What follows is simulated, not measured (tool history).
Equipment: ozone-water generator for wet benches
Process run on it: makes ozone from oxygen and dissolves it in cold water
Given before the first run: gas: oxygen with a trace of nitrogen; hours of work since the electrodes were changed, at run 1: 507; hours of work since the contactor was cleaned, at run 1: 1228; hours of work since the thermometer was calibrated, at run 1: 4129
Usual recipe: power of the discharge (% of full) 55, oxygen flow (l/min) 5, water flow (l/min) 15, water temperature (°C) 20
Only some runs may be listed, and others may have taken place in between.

run   hour  power of the discharge (% of full)  oxygen flow (l/min)  water flow (l/min)  water temperature (°C)  hours of work since the electrodes were changed  hours of work since the contactor was cleaned  hours of work since the thermometer was calibrated  dissolved ozone (ppm)  ozone in the gas ahead of the water (g/m3)
  1      0                                  55                    5                  15                      20                                              507                                           1228                                                4129                   25.3                                       201.1
  2   18.1                                  76                    5                  15                      20                                              524                                           1245                                                4146                   33.7                                       270.2
  3   48.7                                  76                    5                  15                      20                                              552                                           1273                                                4174                   33.5                                       270.9
  4   73.6                                  76                    5                   9                      20                                              575                                           1296                                                4197                   45.8                                       270.6
  5  108.2                                  76                    5                   9                      20                                              607                                           1328                                                4229                   45.8                                       269.9
  6  140.8                                  55                    5                   9                      20                                              637                                           1358                                                4259                     34                                       200.2
  7  174.7                                  55                    5                  15                      20                                              668                                           1389                                                4290                     25                                       198.9
  8  203.5                                  55                    5                  15                      20                                              695                                           1416                                                4317                   25.1                                       202.2
  9  218.6                                  55                    5                  15                      25                                              708                                           1430                                                4331                   23.1                                         200
 10  237.4                                  55                    5                  15                      20                                              726                                           1447                                                4348                   25.2                                       201.1
 11  258.7                                  55                    5                  15                      20                                              745                                           1467                                                4368                   25.2                                       201.6
 12  276.6                                  55                    5                  15                      20                                              762                                           1483                                                4384                   24.8                                       201.1
 13  301.2                                  55                    5                  15                      20                                              785                                           1506                                                4407                   25.2                                         202
 14  334.5                                  55                    5                  15                      20                                              815                                           1537                                                4438                   25.2                                       200.3
 15  348.5                                  55                    5                  15                      20                                              828                                           1550                                                4451                   24.8                                       198.7
 16  374.1                                  55                 2.86                  15                      20                                              852                                           1573                                                4474                   24.7                                         268
 17    395                                  55                    5                  16                      20                                              871                                           1592                                                4493                   23.9                                       199.6
 18  415.9                                  55                    5                  16                      20                                              890                                           1612                                                4513                   23.8                                       202.4
 19    448                                  55                    5                  16                      20                                              920                                           1641                                                4542                   23.9                                       199.8
 20  477.8                                  55                    5                  16                      20                                              947                                           1669                                                4570                   23.7                                       200.8
 21  492.7                                  41                 6.84                   9                      12                                              961                                           1682                                                4583                   29.3                                         130
 22  521.2                                  56                 4.83                  12                      24                                              987                                           1709                                                4610                   27.1                                       206.6
 23  541.8                                  56                 3.27                  12                      28                                             1006                                           1728                                                4629                   26.1                                       253.8
 24  570.5                                  57                 6.44                  22                      20                                             1033                                           1754                                                4655                   19.6                                       180.8
 25    599                                  57                  2.6                  22                      14                                             1059                                           1781                                                4682                   18.8                                       286.5
 26  618.8                                  57                  2.6                  22                      14                                             1077                                           1799                                                4700                   18.8                                       289.8
 27  639.6                                  43                    5                  15                      16                                             1097                                           1818                                                4719                   21.4                                       161.2
 28  657.9                                  43                    5                  15                      16                                             1113                                           1835                                                4736                   21.3                                       161.4
     672.3  -- water thermometer calibrated
 29    689                                  55                 3.72                  22                      14                                             1142                                           1863                                                  15                   19.5                                       233.3

Below are 5 alternative next runs, each starting from the tool's condition after run 29. Predict each:
  A  707.8                                  55                 3.72                  11                      14                                             1159                                           1880                                                  33                      ?                                           ?
  B  707.8                                  55                 3.72                  22                      21                                             1159                                           1880                                                  33                      ?                                           ?
  C  707.8                                  49                 2.78                  15                      20                                             1159                                           1880                                                  33                      ?                                           ?
  D  707.8                                  69                 4.09                  15                      20                                             1159                                           1880                                                  33                      ?                                           ?
  E  707.8                                  68                    5                  21                      20                                             1159                                           1880                                                  33                      ?                                           ?

run  dissolved ozone (ppm)  ozone in the gas ahead of the water (g/m3)
  A                     34                                       231.4
  B                   17.8                                       234.8
  C                   22.3                                         243
  D                   30.9                                       272.8
  E                   23.6                                       242.2
With the hidden condition removed and each run's random variation left untouched, the same runs would have given:
run  dissolved ozone (ppm)  ozone in the gas ahead of the water (g/m3)
  A                   34.6                                       234.3
  B                   18.1                                       237.7
  C                   22.7                                       245.7
  D                   31.6                                       277.1
  E                   24.1                                       245.9
